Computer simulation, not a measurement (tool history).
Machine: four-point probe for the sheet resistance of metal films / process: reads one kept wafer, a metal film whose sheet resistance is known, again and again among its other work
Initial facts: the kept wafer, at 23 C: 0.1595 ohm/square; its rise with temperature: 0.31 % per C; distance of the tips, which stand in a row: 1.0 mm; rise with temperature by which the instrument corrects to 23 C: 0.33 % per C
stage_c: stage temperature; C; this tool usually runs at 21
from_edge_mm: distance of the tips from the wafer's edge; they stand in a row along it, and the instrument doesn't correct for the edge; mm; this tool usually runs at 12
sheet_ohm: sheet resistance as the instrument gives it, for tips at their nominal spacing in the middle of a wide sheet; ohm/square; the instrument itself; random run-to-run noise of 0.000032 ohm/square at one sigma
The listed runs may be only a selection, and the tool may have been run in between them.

run 1 hour=0 | stage_c=21 from_edge_mm=12 | sheet_ohm=0.159808
run 2 hour=106.6 | stage_c=21 from_edge_mm=12 | sheet_ohm=0.159822
run 3 hour=205.6 | stage_c=21 from_edge_mm=12 | sheet_ohm=0.159929
run 4 hour=277.7 | stage_c=21 from_edge_mm=33 | sheet_ohm=0.159354
run 5 hour=376.3 | stage_c=21 from_edge_mm=33 | sheet_ohm=0.159301
run 6 hour=463.2 | stage_c=21 from_edge_mm=12 | sheet_ohm=0.159822
run 7 hour=563.6 | stage_c=21 from_edge_mm=12 | sheet_ohm=0.15986
run 8 hour=653.7 | stage_c=21 from_edge_mm=12 | sheet_ohm=0.159748
run 9 hour=750.2 | stage_c=22 from_edge_mm=12 | sheet_ohm=0.159706
run 10 hour=843 | stage_c=27 from_edge_mm=4 | sheet_ohm=0.164241
-- hour=848.4 stage's thermometer calibrated
run 11 hour=894.9 | stage_c=33 from_edge_mm=11 | sheet_ohm=0.15964
run 12 hour=966.5 | stage_c=27 from_edge_mm=9 | sheet_ohm=0.160153
run 13 hour=1018.5 | stage_c=27 from_edge_mm=9 | sheet_ohm=0.160081
run 14 hour=1113.8 | stage_c=27 from_edge_mm=9 | sheet_ohm=0.16012
run 15 hour=1163.8 | stage_c=20 from_edge_mm=65 | sheet_ohm=0.159196
run 16 hour=1254.5 | stage_c=23 from_edge_mm=10 | sheet_ohm=0.159978
run 17 hour=1307.4 | stage_c=19 from_edge_mm=32 | sheet_ohm=0.159316

Some steps in sheet_ohm, run to run, broken into two amounts with sign: the step expected even without the hidden condition (settings, incoming material, random variation), and the rest, left for the hidden condition together with whatever gauge scatter is not in both the measured and the hidden-condition-free result:
Hidden state at play: inner tips' distance over the nominal, %; tips' flats over new ones', %; wafer's true temperature over the reading, C; drift of the gauge itself on sheet_ohm, %.
Run 10 -> 11: stage_c 27 -> 33, from_edge_mm 4 -> 11, stage's thermometer calibrated. sheet_ohm -0.004601 ohm/square: hidden state +0.00007, all else -0.004671.
